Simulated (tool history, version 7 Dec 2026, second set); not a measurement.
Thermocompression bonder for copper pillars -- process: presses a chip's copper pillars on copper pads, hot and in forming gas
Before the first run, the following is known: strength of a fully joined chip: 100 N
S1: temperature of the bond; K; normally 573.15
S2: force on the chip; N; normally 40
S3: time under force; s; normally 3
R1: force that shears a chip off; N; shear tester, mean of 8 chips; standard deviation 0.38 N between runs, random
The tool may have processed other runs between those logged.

Run 1, hour 0.0: usual settings. Result: R1 70.4 N.
Run 2, hour 31.4: usual settings. Result: R1 71.2 N.
Run 3, hour 56.2: usual settings. Result: R1 70.7 N.
Run 4, hour 79.9: usual settings. Result: R1 70.8 N.
Run 5, hour 109.5: usual settings. Result: R1 71.1 N.
Run 6, hour 141.8: usual settings. Result: R1 70.3 N.
Run 7, hour 176.9: usual settings. Result: R1 70.3 N.
Run 8, hour 197.7: usual settings but S2 27 N. Result: R1 57.1 N.
Run 9, hour 235.7: usual settings but S2 38 N. Result: R1 67.5 N.
Run 10, hour 266.5: usual settings but S2 38 N. Result: R1 69.5 N.
Run 11, hour 298.7: usual settings but S2 38 N. Result: R1 69.1 N.
Run 12, hour 325.7: usual settings but S2 38 N. Result: R1 68.7 N.
Run 13, hour 346.6: usual settings. Result: R1 70.5 N.
Run 14, hour 372.6: usual settings but S3 2 s. Result: R1 62.8 N.
Run 15, hour 400.0: usual settings. Result: R1 69.3 N.
Run 16, hour 417.4: usual settings. Result: R1 69.7 N.
Run 17, hour 445.3: usual settings but S1 556.15 K, S2 52 N, S3 6 s. Result: R1 80.8 N.
Run 18, hour 475.6: usual settings but S1 602.15 K, S2 52 N, S3 6 s. Result: R1 94.0 N.
Run 19, hour 493.8: usual settings but S1 602.15 K, S2 34 N, S3 2 s. Result: R1 71.5 N.
Run 20, hour 520.4: usual settings but S1 602.15 K, S2 34 N, S3 2 s. Result: R1 71.2 N.
Run 21, hour 542.2: usual settings but S1 551.15 K, S2 44 N, S3 2 s. Result: R1 54.8 N.
Run 22, hour 570.8: usual settings but S1 551.15 K, S2 44 N, S3 2 s. Result: R1 54.3 N.
Run 23, hour 597.1: usual settings but S1 551.15 K, S2 44 N, S3 2 s. Result: R1 53.7 N.
Run 24, hour 614.9: usual settings. Result: R1 69.8 N.
Run 25, hour 651.7: usual settings but S1 579.15 K, S3 7 s. Result: R1 85.7 N.
Run 26, hour 674.2: usual settings but S1 579.15 K, S3 7 s. Result: R1 84.3 N.
Run 27, hour 699.0: usual settings but S1 598.15 K, S2 39 N, S3 7 s. Result: R1 89.1 N.
Run 28, hour 720.5: usual settings but S1 577.15 K. Result: R1 72.6 N.
Run 29, hour 740.0: usual settings but S1 577.15 K. Result: R1 71.7 N.
Run 30, hour 767.3: usual settings but S1 577.15 K. Result: R1 71.8 N.
Run 31, hour 791.3: usual settings but S1 549.15 K. Result: R1 57.1 N.
Run 32, hour 824.7: usual settings but S1 549.15 K. Result: R1 56.3 N.

Between the runs listed above, the log contained 4 entries, not reproduced here. Where in the sequence does each belong, and how does what the log doesn't record of the tool's condition differ from the listed run before to the listed run after?
In the gap between runs 1 and 2: forming gas filter changed (hour 16.9)
  force that reaches the chip, % of what is set: 99.2 -> 99.1; oxide that the forming gas leaves, % of the face: 2.87 -> 0.69
  the result without the hidden state subtracted from the measured one, R1: -2.7 -> -1.2 N
In the gap between runs 9 and 10: forming gas filter changed (hour 247.3)
  true temperature of the bond over the reading, C: -1.9 -> -2; force that reaches the chip, % of what is set: 98.7 -> 98.6; oxide that the forming gas leaves, % of the face: 2.75 -> 0.7
  the result without the hidden state subtracted from the measured one, R1: -3.0 -> -1.5 N
In the gap between runs 18 and 19: forming gas filter changed (hour 478.1)
  oxide that the forming gas leaves, % of the face: 2.84 -> 0.67
  the result without the hidden state subtracted from the measured one, R1: -2.8 -> -1.7 N
In the gap between runs 27 and 28: forming gas filter changed (hour 710.9)
  oxide that the forming gas leaves, % of the face: 2.69 -> 0.71
  the result without the hidden state subtracted from the measured one, R1: -3.0 -> -2.3 N
